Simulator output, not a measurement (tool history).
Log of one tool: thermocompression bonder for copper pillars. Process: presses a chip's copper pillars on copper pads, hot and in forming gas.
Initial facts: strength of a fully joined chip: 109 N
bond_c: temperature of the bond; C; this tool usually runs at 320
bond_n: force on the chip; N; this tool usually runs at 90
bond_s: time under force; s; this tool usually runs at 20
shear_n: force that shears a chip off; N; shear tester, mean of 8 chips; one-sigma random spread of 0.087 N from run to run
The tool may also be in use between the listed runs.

{"run": 1, "hour": 0.0, "bond_c": 320, "bond_n": 90, "bond_s": 20, "shear_n": 44.87}
{"run": 2, "hour": 19.1, "bond_c": 320, "bond_n": 90, "bond_s": 20, "shear_n": 44.8}
{"run": 3, "hour": 39.9, "bond_c": 321, "bond_n": 90, "bond_s": 20, "shear_n": 45.23}
{"hour": 42.7, "done": "forming gas filter changed"}
{"run": 4, "hour": 64.5, "bond_c": 320, "bond_n": 90, "bond_s": 20, "shear_n": 45.91}
{"run": 5, "hour": 80.3, "bond_c": 320, "bond_n": 90, "bond_s": 20, "shear_n": 45.95}
{"run": 6, "hour": 101.1, "bond_c": 320, "bond_n": 90, "bond_s": 20, "shear_n": 45.88}
{"run": 7, "hour": 117.4, "bond_c": 293, "bond_n": 90, "bond_s": 20, "shear_n": 35.25}
{"run": 8, "hour": 128.0, "bond_c": 293, "bond_n": 90, "bond_s": 20, "shear_n": 35.17}
{"run": 9, "hour": 145.8, "bond_c": 293, "bond_n": 90, "bond_s": 12, "shear_n": 28.44}
{"run": 10, "hour": 157.9, "bond_c": 293, "bond_n": 90, "bond_s": 12, "shear_n": 28.5}
{"run": 11, "hour": 182.2, "bond_c": 320, "bond_n": 90, "bond_s": 20, "shear_n": 45.85}
{"run": 12, "hour": 196.3, "bond_c": 320, "bond_n": 90, "bond_s": 20, "shear_n": 45.83}
{"run": 13, "hour": 219.0, "bond_c": 320, "bond_n": 90, "bond_s": 20, "shear_n": 45.75}
{"run": 14, "hour": 240.6, "bond_c": 320, "bond_n": 90, "bond_s": 20, "shear_n": 45.47}
{"run": 15, "hour": 256.4, "bond_c": 320, "bond_n": 90, "bond_s": 20, "shear_n": 45.55}
{"hour": 268.5, "done": "heater calibrated with a thermocouple chip"}
{"run": 16, "hour": 278.5, "bond_c": 320, "bond_n": 90, "bond_s": 37, "shear_n": 58.06}
{"run": 17, "hour": 299.6, "bond_c": 290, "bond_n": 90, "bond_s": 20, "shear_n": 34.94}
{"hour": 304.3, "done": "heater calibrated with a thermocouple chip, once more"}
{"run": 18, "hour": 318.8, "bond_c": 290, "bond_n": 90, "bond_s": 20, "shear_n": 32.41}
{"run": 19, "hour": 329.3, "bond_c": 290, "bond_n": 90, "bond_s": 20, "shear_n": 32.28}
{"run": 20, "hour": 341.9, "bond_c": 290, "bond_n": 90, "bond_s": 20, "shear_n": 32.39}
{"run": 21, "hour": 355.4, "bond_c": 290, "bond_n": 90, "bond_s": 20, "shear_n": 32.26}
{"hour": 369.2, "done": "forming gas filter changed"}
{"run": 22, "hour": 370.7, "bond_c": 336, "bond_n": 90, "bond_s": 20, "shear_n": 51.61}
{"run": 23, "hour": 381.0, "bond_c": 308, "bond_n": 115, "bond_s": 20, "shear_n": 45.53}
{"run": 24, "hour": 403.5, "bond_c": 338, "bond_n": 81, "bond_s": 20, "shear_n": 49.84}
{"run": 25, "hour": 415.4, "bond_c": 338, "bond_n": 81, "bond_s": 20, "shear_n": 49.77}
{"run": 26, "hour": 430.8, "bond_c": 304, "bond_n": 81, "bond_s": 60, "shear_n": 55.13}
{"run": 27, "hour": 447.0, "bond_c": 334, "bond_n": 129, "bond_s": 20, "shear_n": 59.65}
{"run": 28, "hour": 458.3, "bond_c": 334, "bond_n": 129, "bond_s": 20, "shear_n": 59.76}
{"run": 29, "hour": 481.5, "bond_c": 299, "bond_n": 71, "bond_s": 20, "shear_n": 32.14}
{"run": 30, "hour": 505.9, "bond_c": 345, "bond_n": 90, "bond_s": 30, "shear_n": 62.82}
{"run": 31, "hour": 525.6, "bond_c": 330, "bond_n": 90, "bond_s": 37, "shear_n": 60.22}
{"run": 32, "hour": 547.6, "bond_c": 346, "bond_n": 86, "bond_s": 18, "shear_n": 52.28}
{"run": 33, "hour": 565.2, "bond_c": 328, "bond_n": 90, "bond_s": 20, "shear_n": 47.98}
{"run": 34, "hour": 581.3, "bond_c": 343, "bond_n": 70, "bond_s": 20, "shear_n": 47.9}
{"run": 35, "hour": 605.3, "bond_c": 320, "bond_n": 107, "bond_s": 20, "shear_n": 48.57}
{"run": 36, "hour": 623.6, "bond_c": 320, "bond_n": 107, "bond_s": 20, "shear_n": 48.4}
{"run": 37, "hour": 645.9, "bond_c": 320, "bond_n": 107, "bond_s": 20, "shear_n": 48.32}
{"run": 38, "hour": 662.2, "bond_c": 306, "bond_n": 107, "bond_s": 28, "shear_n": 48.13}
{"run": 39, "hour": 684.0, "bond_c": 298, "bond_n": 95, "bond_s": 20, "shear_n": 37.03}

Subtracting, for every run, the result it would have given without the tool's unlogged condition from the measured result gives the following. The same run-to-run variation enters both numbers; the gauge's scatter may not:
Hidden conditions of the tool in this case: true temperature of the bond over the reading, C; force that reaches the chip, % of what is set; oxide that the forming gas leaves, % of the face; drift of the gauge itself on shear_n, %.
run=1 shear_n=+0.3
run=2 shear_n=+0.27
run=3 shear_n=+0.2
run=4 shear_n=+1.38
run=5 shear_n=+1.36
run=6 shear_n=+1.32
run=7 shear_n=+1.21
run=8 shear_n=+1.19
run=9 shear_n=+1
run=10 shear_n=+1
run=11 shear_n=+1.16
run=12 shear_n=+1.13
run=13 shear_n=+1.08
run=14 shear_n=+1.03
run=15 shear_n=+1.02
run=16 shear_n=+2.19
run=17 shear_n=+2.01
run=18 shear_n=-0.54
run=19 shear_n=-0.56
run=20 shear_n=-0.57
run=21 shear_n=-0.59
run=22 shear_n=+0.45
run=23 shear_n=+0.43
run=24 shear_n=+0.36
run=25 shear_n=+0.33
run=26 shear_n=+0.33
run=27 shear_n=+0.24
run=28 shear_n=+0.21
run=29 shear_n=+0.23
run=30 shear_n=+0.01
run=31 shear_n=+0.01
run=32 shear_n=+0.01
run=33 shear_n=+0.04
run=34 shear_n=-0.03
run=35 shear_n=-0.03
run=36 shear_n=-0.08
run=37 shear_n=-0.13
run=38 shear_n=-0.13
run=39 shear_n=-0.01
